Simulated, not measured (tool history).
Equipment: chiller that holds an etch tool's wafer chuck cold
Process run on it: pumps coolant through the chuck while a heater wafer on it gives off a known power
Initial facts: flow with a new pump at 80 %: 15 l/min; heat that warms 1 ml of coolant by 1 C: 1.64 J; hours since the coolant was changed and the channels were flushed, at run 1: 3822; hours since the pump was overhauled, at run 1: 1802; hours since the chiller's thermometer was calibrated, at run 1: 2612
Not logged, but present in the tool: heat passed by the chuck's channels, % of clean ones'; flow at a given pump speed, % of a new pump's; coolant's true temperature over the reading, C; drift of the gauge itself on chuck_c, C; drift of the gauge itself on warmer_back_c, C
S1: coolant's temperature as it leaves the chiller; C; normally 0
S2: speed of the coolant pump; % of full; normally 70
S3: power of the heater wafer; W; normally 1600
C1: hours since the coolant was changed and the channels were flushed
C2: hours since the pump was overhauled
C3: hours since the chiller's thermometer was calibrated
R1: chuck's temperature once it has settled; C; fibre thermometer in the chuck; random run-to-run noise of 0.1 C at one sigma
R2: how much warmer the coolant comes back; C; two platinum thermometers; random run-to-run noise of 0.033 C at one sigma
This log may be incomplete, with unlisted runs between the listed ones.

{"run": 1, "hour": 0.0, "S1": 0, "S2": 70, "S3": 1600, "C1": 3822, "C2": 1802, "C3": 2612, "R1": 14.1, "R2": 4.78}
{"run": 2, "hour": 37.6, "S1": 0, "S2": 70, "S3": 1600, "C1": 3859, "C2": 1839, "C3": 2650, "R1": 14.2, "R2": 4.76}
{"run": 3, "hour": 80.2, "S1": 0, "S2": 70, "S3": 1600, "C1": 3902, "C2": 1882, "C3": 2693, "R1": 14.3, "R2": 4.74}
{"run": 4, "hour": 125.6, "S1": 0, "S2": 92, "S3": 1600, "C1": 3947, "C2": 1927, "C3": 2738, "R1": 11.4, "R2": 3.6}
{"run": 5, "hour": 150.7, "S1": 0, "S2": 92, "S3": 1600, "C1": 3972, "C2": 1952, "C3": 2763, "R1": 11.3, "R2": 3.62}
{"run": 6, "hour": 190.1, "S1": 0, "S2": 92, "S3": 1600, "C1": 4012, "C2": 1992, "C3": 2803, "R1": 11.5, "R2": 3.65}
{"run": 7, "hour": 220.3, "S1": 0, "S2": 70, "S3": 1600, "C1": 4042, "C2": 2022, "C3": 2833, "R1": 14.3, "R2": 4.75}
{"run": 8, "hour": 260.2, "S1": 6, "S2": 74, "S3": 1509, "C1": 4082, "C2": 2062, "C3": 2873, "R1": 18.9, "R2": 4.28}
{"run": 9, "hour": 286.7, "S1": 6, "S2": 74, "S3": 1550, "C1": 4108, "C2": 2088, "C3": 2899, "R1": 19.2, "R2": 4.37}
{"run": 10, "hour": 335.9, "S1": 0, "S2": 78, "S3": 1600, "C1": 4157, "C2": 2138, "C3": 2948, "R1": 13.3, "R2": 4.31}
{"run": 11, "hour": 385.1, "S1": 10, "S2": 94, "S3": 1216, "C1": 4207, "C2": 2187, "C3": 2997, "R1": 18.7, "R2": 2.74}
{"run": 12, "hour": 416.7, "S1": -2, "S2": 92, "S3": 1600, "C1": 4238, "C2": 2218, "C3": 3029, "R1": 9.6, "R2": 3.66}
{"run": 13, "hour": 455.3, "S1": -2, "S2": 94, "S3": 1600, "C1": 4277, "C2": 2257, "C3": 3068, "R1": 9.5, "R2": 3.63}
{"run": 14, "hour": 500.5, "S1": -2, "S2": 94, "S3": 1600, "C1": 4322, "C2": 2302, "C3": 3113, "R1": 9.6, "R2": 3.61}

Measured result minus the same run's result without the hidden state. Both carry the same run-to-run variation, though not necessarily the same gauge scatter:
run=1 R1=+2.7 R2=+0.27
run=2 R1=+2.8 R2=+0.27
run=3 R1=+2.8 R2=+0.28
run=4 R1=+2.4 R2=+0.22
run=5 R1=+2.4 R2=+0.22
run=6 R1=+2.4 R2=+0.22
run=7 R1=+3 R2=+0.3
run=8 R1=+2.8 R2=+0.28
run=9 R1=+2.9 R2=+0.29
run=10 R1=+2.9 R2=+0.29
run=11 R1=+2.1 R2=+0.18
run=12 R1=+2.6 R2=+0.25
run=13 R1=+2.7 R2=+0.25
run=14 R1=+2.8 R2=+0.25
